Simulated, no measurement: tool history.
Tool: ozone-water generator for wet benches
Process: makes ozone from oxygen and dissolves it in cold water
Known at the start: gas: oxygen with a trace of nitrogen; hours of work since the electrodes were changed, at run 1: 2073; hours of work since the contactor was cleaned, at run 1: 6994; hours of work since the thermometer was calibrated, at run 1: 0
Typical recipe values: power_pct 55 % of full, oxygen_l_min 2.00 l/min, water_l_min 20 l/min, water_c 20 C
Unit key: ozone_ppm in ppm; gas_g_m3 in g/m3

| run | hour | power_pct | oxygen_l_min | water_l_min | water_c | hours of work since the electrodes were changed | hours of work since the contactor was cleaned | hours of work since the thermometer was calibrated | ozone_ppm | gas_g_m3 |
|---|---|---|---|---|---|---|---|---|---|---|
| 1 | 0.0 | 55 | 2.00 | 20 | 20 | 2073 | 6994 | 0 | 8.96 | 146.4 |
| 2 | 46.0 | 55 | 2.00 | 20 | 20 | 2116 | 7037 | 43 | 8.95 | 149.2 |
| 3 | 101.6 | 55 | 2.00 | 20 | 20 | 2169 | 7090 | 96 | 8.88 | 147.7 |
| 4 | 138.5 | 55 | 2.00 | 20 | 20 | 2204 | 7124 | 131 | 8.86 | 146.1 |
| 5 | 195.3 | 55 | 2.00 | 20 | 20 | 2257 | 7178 | 184 | 8.92 | 147.9 |
| 6 | 259.4 | 55 | 2.00 | 20 | 20 | 2318 | 7238 | 245 | 9.06 | 148.1 |
| 7 | 290.7 | 55 | 2.00 | 20 | 20 | 2347 | 7268 | 274 | 9.03 | 147.5 |
| 8 | 365.6 | 55 | 2.00 | 20 | 20 | 2418 | 7339 | 345 | 8.89 | 146.8 |
| 9 | 424.1 | 55 | 2.00 | 20 | 24 | 2473 | 7394 | 400 | 8.77 | 147.9 |
| 10 | 481.2 | 55 | 2.00 | 20 | 24 | 2527 | 7447 | 454 | 8.67 | 146.4 |
| 11 | 539.6 | 55 | 2.00 | 20 | 24 | 2582 | 7503 | 509 | 8.67 | 146.4 |
| 12 | 605.5 | 55 | 2.00 | 15 | 14 | 2644 | 7565 | 571 | 12.45 | 147.6 |
| 13 | 676.5 | 55 | 2.00 | 15 | 14 | 2711 | 7632 | 638 | 12.42 | 145.8 |
| 14 | 721.3 | 70 | 2.00 | 15 | 14 | 2753 | 7674 | 680 | 15.20 | 180.1 |
| 15 | 787.6 | 87 | 3.17 | 20 | 20 | 2815 | 7736 | 742 | 13.83 | 163.9 |
| 16 | 860.0 | 44 | 2.00 | 20 | 16 | 2884 | 7805 | 811 | 7.67 | 123.1 |
| 17 | 913.2 | 88 | 2.00 | 20 | 13 | 2934 | 7855 | 861 | 13.96 | 216.3 |
| 18 | 951.8 | 88 | 2.00 | 20 | 13 | 2970 | 7891 | 897 | 14.00 | 216.3 |
| 19 | 1009.3 | 68 | 2.70 | 18 | 15 | 3024 | 7945 | 951 | 12.94 | 147.1 |
| 20 | 1046.7 | 68 | 2.70 | 18 | 15 | 3060 | 7981 | 987 | 12.88 | 145.3 |

4 options for the next run, each taken on its own from the tool as it stands now. Forecast them:
| A | 1084.0 | 64 | 3.30 | 18 | 15 | 3095 | 8016 | 1022 | ? | ? |
| B | 1084.0 | 51 | 1.66 | 20 | 14 | 3095 | 8016 | 1022 | ? | ? |
| C | 1084.0 | 67 | 2.70 | 30 | 15 | 3095 | 8016 | 1022 | ? | ? |
| D | 1084.0 | 68 | 1.21 | 13 | 20 | 3095 | 8016 | 1022 | ? | ? |

| run | ozone_ppm | gas_g_m3 |
|---|---|---|
| A | 12.69 | 124.3 |
| B | 8.39 | 154.2 |
| C | 7.38 | 146.0 |
| D | 14.95 | 236.3 |
Stripped of hidden state, with their random variation kept, the same runs would have yielded:
| run | ozone_ppm | gas_g_m3 |
|---|---|---|
| A | 12.70 | 124.3 |
| B | 8.40 | 154.2 |
| C | 7.39 | 146.1 |
| D | 14.97 | 236.5 |
